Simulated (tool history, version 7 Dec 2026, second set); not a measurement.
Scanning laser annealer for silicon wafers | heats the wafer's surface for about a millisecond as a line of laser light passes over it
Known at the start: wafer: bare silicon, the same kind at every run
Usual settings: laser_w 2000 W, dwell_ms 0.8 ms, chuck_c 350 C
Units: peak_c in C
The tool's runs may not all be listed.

{"run": 1, "hour": 0.0, "laser_w": 2000, "dwell_ms": 0.8, "chuck_c": 350, "peak_c": 1114}
{"run": 2, "hour": 34.6, "laser_w": 2000, "dwell_ms": 0.62, "chuck_c": 350, "peak_c": 1031}
{"run": 3, "hour": 60.7, "laser_w": 2000, "dwell_ms": 0.62, "chuck_c": 350, "peak_c": 1034}
{"run": 4, "hour": 95.9, "laser_w": 2000, "dwell_ms": 0.62, "chuck_c": 350, "peak_c": 1025}
{"run": 5, "hour": 135.5, "laser_w": 2000, "dwell_ms": 0.62, "chuck_c": 350, "peak_c": 1027}
{"run": 6, "hour": 160.9, "laser_w": 2000, "dwell_ms": 0.62, "chuck_c": 350, "peak_c": 1024}
{"hour": 170.4, "done": "window over the wafer cleaned"}
{"run": 7, "hour": 187.3, "laser_w": 2000, "dwell_ms": 0.62, "chuck_c": 350, "peak_c": 1056}
{"run": 8, "hour": 217.9, "laser_w": 2000, "dwell_ms": 0.62, "chuck_c": 350, "peak_c": 1057}
{"run": 9, "hour": 265.0, "laser_w": 2000, "dwell_ms": 0.821, "chuck_c": 350, "peak_c": 1146}
{"run": 10, "hour": 286.3, "laser_w": 2000, "dwell_ms": 0.821, "chuck_c": 350, "peak_c": 1146}
{"run": 11, "hour": 311.6, "laser_w": 2000, "dwell_ms": 0.821, "chuck_c": 350, "peak_c": 1144}
{"run": 12, "hour": 359.1, "laser_w": 2000, "dwell_ms": 0.821, "chuck_c": 350, "peak_c": 1140}
{"run": 13, "hour": 380.4, "laser_w": 2000, "dwell_ms": 0.8, "chuck_c": 359, "peak_c": 1141}
{"run": 14, "hour": 419.4, "laser_w": 2000, "dwell_ms": 0.8, "chuck_c": 359, "peak_c": 1138}
{"run": 15, "hour": 463.0, "laser_w": 2000, "dwell_ms": 0.8, "chuck_c": 359, "peak_c": 1135}
{"run": 16, "hour": 493.2, "laser_w": 1857, "dwell_ms": 0.8, "chuck_c": 350, "peak_c": 1068}
{"run": 17, "hour": 531.0, "laser_w": 1857, "dwell_ms": 0.8, "chuck_c": 350, "peak_c": 1068}
{"run": 18, "hour": 557.5, "laser_w": 2000, "dwell_ms": 0.831, "chuck_c": 350, "peak_c": 1135}
{"run": 19, "hour": 591.9, "laser_w": 2000, "dwell_ms": 0.831, "chuck_c": 350, "peak_c": 1129}
{"run": 20, "hour": 638.3, "laser_w": 2000, "dwell_ms": 0.831, "chuck_c": 350, "peak_c": 1130}
{"run": 21, "hour": 666.6, "laser_w": 2000, "dwell_ms": 0.8, "chuck_c": 350, "peak_c": 1116}
{"run": 22, "hour": 694.0, "laser_w": 2116, "dwell_ms": 0.619, "chuck_c": 350, "peak_c": 1074}
{"run": 23, "hour": 720.5, "laser_w": 2160, "dwell_ms": 0.619, "chuck_c": 370, "peak_c": 1107}
{"run": 24, "hour": 765.8, "laser_w": 1788, "dwell_ms": 0.619, "chuck_c": 351, "peak_c": 957}
{"run": 25, "hour": 787.4, "laser_w": 1788, "dwell_ms": 0.658, "chuck_c": 351, "peak_c": 974}
{"run": 26, "hour": 822.7, "laser_w": 1761, "dwell_ms": 0.56, "chuck_c": 350, "peak_c": 923}
{"run": 27, "hour": 857.7, "laser_w": 1754, "dwell_ms": 0.697, "chuck_c": 346, "peak_c": 972}
{"run": 28, "hour": 878.2, "laser_w": 1754, "dwell_ms": 0.954, "chuck_c": 332, "peak_c": 1050}
{"run": 29, "hour": 901.1, "laser_w": 2118, "dwell_ms": 0.737, "chuck_c": 389, "peak_c": 1156}
{"run": 30, "hour": 933.6, "laser_w": 2118, "dwell_ms": 0.737, "chuck_c": 389, "peak_c": 1157}
{"hour": 956.5, "done": "window over the wafer cleaned"}
{"run": 31, "hour": 975.1, "laser_w": 2000, "dwell_ms": 0.974, "chuck_c": 326, "peak_c": 1185}
{"run": 32, "hour": 1001.8, "laser_w": 1927, "dwell_ms": 0.661, "chuck_c": 332, "peak_c": 1028}
{"run": 33, "hour": 1048.0, "laser_w": 1799, "dwell_ms": 0.693, "chuck_c": 350, "peak_c": 1013}
{"run": 34, "hour": 1089.6, "laser_w": 2139, "dwell_ms": 0.569, "chuck_c": 350, "peak_c": 1069}
{"run": 35, "hour": 1127.6, "laser_w": 2000, "dwell_ms": 0.663, "chuck_c": 371, "peak_c": 1090}
{"run": 36, "hour": 1175.8, "laser_w": 2000, "dwell_ms": 0.663, "chuck_c": 371, "peak_c": 1087}
{"run": 37, "hour": 1219.9, "laser_w": 1876, "dwell_ms": 0.663, "chuck_c": 364, "peak_c": 1031}
{"run": 38, "hour": 1240.9, "laser_w": 1816, "dwell_ms": 0.663, "chuck_c": 331, "peak_c": 977}
{"run": 39, "hour": 1272.3, "laser_w": 1705, "dwell_ms": 0.8, "chuck_c": 350, "peak_c": 1011}
{"run": 40, "hour": 1309.4, "laser_w": 1798, "dwell_ms": 0.887, "chuck_c": 328, "peak_c": 1051}
{"run": 41, "hour": 1334.0, "laser_w": 1905, "dwell_ms": 0.64, "chuck_c": 389, "peak_c": 1052}

Hidden state or all else? Some run-to-run changes of peak_c, split into what the settings, what came in and random variation would give without the hidden state, and what is left for the hidden state (with any gauge scatter that isn't in both results):
The hidden state here: light that passes the window, % of a clean one's; laser's true power over the reading, %; width of the line over the set one, %; drift of the gauge itself on peak_c, C.
Run 6 -> 7: window over the wafer cleaned. peak_c +32 C: hidden state +31, all else +1.
Run 23 -> 24: laser_w 2160 -> 1788, chuck_c 370 -> 351. peak_c -150 C: hidden state +2, all else -152.
Run 27 -> 28: dwell_ms 0.697 -> 0.954, chuck_c 346 -> 332. peak_c +78 C: hidden state -5, all else +83.
Run 28 -> 29: laser_w 1754 -> 2118, dwell_ms 0.954 -> 0.737, chuck_c 332 -> 389. peak_c +106 C: hidden state -4, all else +110.
Run 30 -> 31: laser_w 2118 -> 2000, dwell_ms 0.737 -> 0.974, chuck_c 389 -> 326, window over the wafer cleaned. peak_c +28 C: hidden state +36, all else -8.
Run 31 -> 32: laser_w 2000 -> 1927, dwell_ms 0.974 -> 0.661, chuck_c 326 -> 332. peak_c -157 C: hidden state -1, all else -156.
